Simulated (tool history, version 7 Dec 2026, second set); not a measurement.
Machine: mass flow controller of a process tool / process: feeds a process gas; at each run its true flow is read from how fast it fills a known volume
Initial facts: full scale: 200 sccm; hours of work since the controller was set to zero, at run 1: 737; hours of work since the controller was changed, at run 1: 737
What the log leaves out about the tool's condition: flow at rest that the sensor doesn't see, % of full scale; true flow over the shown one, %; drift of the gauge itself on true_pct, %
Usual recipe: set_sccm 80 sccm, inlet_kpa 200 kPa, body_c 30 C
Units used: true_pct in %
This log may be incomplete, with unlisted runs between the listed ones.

run    hour  set_sccm  inlet_kpa  body_c  hours of work since the controller was set to zero  hours of work since the controller was changed  true_pct
  1     0.0        80        200      30                                                 737                                             737     97.43
  2    77.9        80        200      30                                                 771                                             771     97.45
  3   135.1        80        200      30                                                 796                                             796     97.48
  4   188.6        80        200      36                                                 819                                             819     96.85
  5   274.9        80        200      36                                                 856                                             856     96.66
  6   357.8        80        200      36                                                 892                                             892     96.85
  7   417.0        80        200      36                                                 918                                             918     96.85
  8   525.3        80        200      36                                                 965                                             965     96.81
  9   612.8        80        200      36                                                1003                                            1003     96.77
 10   720.0        30        200      30                                                1049                                            1049     97.46
 11   816.2        30        200      30                                                1091                                            1091     97.39
 12   879.7        30        200      30                                                1119                                            1119     97.35
 13   972.0        30        200      30                                                1159                                            1159     97.39
      977.5  -- controller's zero set anew
 14  1074.2        80        181      30                                                  42                                            1203     97.49
 15  1146.8        80        181      30                                                  73                                            1234     97.36
 16  1212.7        80        181      30                                                 102                                            1263     97.63
 17  1272.9        80        181      30                                                 128                                            1289     97.77
 18  1364.7        80        269      30                                                 168                                            1329     97.91
     1445.7  -- controller's zero set anew, once more
 19  1466.9        80        269      30                                                   9                                            1373     97.29
 20  1578.7       174        200      30                                                  58                                            1422     98.69
 21  1648.6       174        200      30                                                  88                                            1452     98.69
 22  1699.2       174        200      35                                                 110                                            1474     98.20
 23  1796.3        37        200      30                                                 152                                            1516     96.59
 24  1871.0       198        178      30                                                 185                                            1549     99.04
 25  1942.0        27        167      26                                                 215                                            1579     96.82
 26  2005.6        27        239      27                                                 243                                            1607     96.93
 27  2073.5        26        246      27                                                 272                                            1636     96.94
 28  2137.5        26        246      27                                                 300                                            1664     97.00
 29  2185.9       137        186      34                                                 321                                            1685     97.56
 30  2288.5        80        200      37                                                 366                                            1730     96.38
 31  2400.2        73        200      31                                                 414                                            1778     97.08
 32  2473.0        73        200      31                                                 446                                            1810     96.89
 33  2564.8        73        169      34                                                 486                                            1850     96.48
 34  2651.5       130        200      21                                                 523                                            1887     98.97
 35  2766.1        80        200      26                                                 573                                            1937     97.70
 36  2842.4        80        251      29                                                 606                                            1970     97.42
 37  2894.7        80        251      29                                                 629                                            1993     97.51
 38  2975.6        80        251      29                                                 664                                            2028     97.64
 39  3022.2        80        251      29                                                 684                                            2048     97.57
 40  3079.4        59        254      36                                                 709                                            2073     96.51
 41  3171.3       143        200      37                                                 749                                            2113     97.45
 42  3252.5       165        153      23                                                 784                                            2148     99.17
 43  3354.4       165        153      23                                                 828                                            2192     99.22
 44  3442.3       165        153      23                                                 866                                            2230     99.12
 45  3505.5        80        200      27                                                 894                                            2258     97.44

Predict each of these 5 candidate next runs independently; none follows another, all start after run 45:
  A  3555.6       133        226      27                                                 916                                            2280         ?
  B  3555.6       183        268      30                                                 916                                            2280         ?
  C  3555.6        97        200      30                                                 916                                            2280         ?
  D  3555.6        62        255      29                                                 916                                            2280         ?
  E  3555.6        80        200      30                                                 916                                            2280         ?

run  true_pct
  A     98.37
  B     99.00
  C     97.57
  D     97.39
  E     97.25
Without the tool's unlogged condition, the same runs would have read:
run  true_pct
  A     98.66
  B     99.34
  C     97.79
  D     97.47
  E     97.42
